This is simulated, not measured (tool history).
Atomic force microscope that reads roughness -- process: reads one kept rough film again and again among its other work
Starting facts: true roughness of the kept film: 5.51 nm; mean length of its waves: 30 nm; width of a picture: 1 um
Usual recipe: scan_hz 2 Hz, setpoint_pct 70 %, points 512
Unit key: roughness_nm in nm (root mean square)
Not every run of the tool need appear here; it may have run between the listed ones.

run    day  scan_hz  setpoint_pct  points  roughness_nm
  1      0        2            70     512         3.857
  2  0.562        2            70     512         3.794
  3  1.067        2            70     512         3.713
  4  1.567     0.75            70     512         3.824
  5  2.321     2.43            70     512           3.6
     3.146  -- new tip fitted
  6  3.167     2.43            70     512         4.314
  7  3.742        2            70     522         4.317
  8  4.592        2            70     837         4.221
  9  5.204        2            70     837         4.208
 10  6.033     1.15            70     512         4.175
 11  6.708     1.74            81     512         3.865
 12  7.492     1.46            63     471         4.011
 13  8.412     1.46            63     471         3.952
 14  9.142     1.46            79     314         3.699
 15  9.542     1.46            79     314         3.638

What if the next run were any one of these 5? Each begins from the tool's condition after run 15:
  A  10.45     0.98            79     286             ?
  B  10.45     2.21            73     314             ?
  C  10.45        2            70     379             ?
  D  10.45     1.52            69     593             ?
  E  10.45     3.63            79     631             ?

run  roughness_nm
  A         3.651
  B         3.545
  C         3.624
  D         3.698
  E         3.284
Without the tool's hidden state the same runs would have given:
run  roughness_nm
  A         4.441
  B         4.315
  C          4.41
  D         4.499
  E         3.998
